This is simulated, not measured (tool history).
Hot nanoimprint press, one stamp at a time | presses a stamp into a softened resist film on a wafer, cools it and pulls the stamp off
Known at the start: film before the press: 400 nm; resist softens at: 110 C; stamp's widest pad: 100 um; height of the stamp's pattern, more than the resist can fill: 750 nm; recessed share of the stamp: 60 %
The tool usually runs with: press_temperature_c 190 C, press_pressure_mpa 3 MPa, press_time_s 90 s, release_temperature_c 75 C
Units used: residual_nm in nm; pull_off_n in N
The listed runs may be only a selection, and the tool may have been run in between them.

run 1 hour=0 | press_temperature_c=190 press_pressure_mpa=3 press_time_s=90 release_temperature_c=75 | residual_nm=230.7 pull_off_n=136
run 2 hour=9.9 | press_temperature_c=190 press_pressure_mpa=3 press_time_s=90 release_temperature_c=75 | residual_nm=231.6 pull_off_n=133
run 3 hour=18.7 | press_temperature_c=190 press_pressure_mpa=4.42 press_time_s=90 release_temperature_c=75 | residual_nm=191.9 pull_off_n=138
run 4 hour=30.2 | press_temperature_c=190 press_pressure_mpa=4.42 press_time_s=90 release_temperature_c=75 | residual_nm=192 pull_off_n=138
run 5 hour=39.9 | press_temperature_c=190 press_pressure_mpa=4.42 press_time_s=90 release_temperature_c=75 | residual_nm=193.7 pull_off_n=134
run 6 hour=50.2 | press_temperature_c=185 press_pressure_mpa=4.21 press_time_s=122 release_temperature_c=82 | residual_nm=214.9 pull_off_n=125
run 7 hour=56.8 | press_temperature_c=185 press_pressure_mpa=4.21 press_time_s=122 release_temperature_c=82 | residual_nm=214.6 pull_off_n=129
-- hour=60.6 plate thermocouple calibrated
run 8 hour=69.2 | press_temperature_c=190 press_pressure_mpa=1.98 press_time_s=90 release_temperature_c=67 | residual_nm=284.6 pull_off_n=155
run 9 hour=74.2 | press_temperature_c=187 press_pressure_mpa=1.98 press_time_s=117 release_temperature_c=71 | residual_nm=291.2 pull_off_n=145
run 10 hour=82.4 | press_temperature_c=187 press_pressure_mpa=1.98 press_time_s=117 release_temperature_c=71 | residual_nm=292.4 pull_off_n=154

Below are 3 alternative next runs, each starting from the tool's condition after run 10. Predict each:
run A hour=89.4 | press_temperature_c=190 press_pressure_mpa=3.4 press_time_s=109 release_temperature_c=69 | residual_nm=? pull_off_n=?
run B hour=89.4 | press_temperature_c=198 press_pressure_mpa=2.28 press_time_s=63 release_temperature_c=75 | residual_nm=? pull_off_n=?
run C hour=89.4 | press_temperature_c=180 press_pressure_mpa=3.85 press_time_s=117 release_temperature_c=73 | residual_nm=? pull_off_n=?

run=A residual_nm=214 pull_off_n=149
run=B residual_nm=234.2 pull_off_n=138
run=C residual_nm=279.6 pull_off_n=148
Without the tool's hidden state the same runs would have given:
run=A residual_nm=198 pull_off_n=130
run=B residual_nm=219.4 pull_off_n=120
run=C residual_nm=260.8 pull_off_n=129
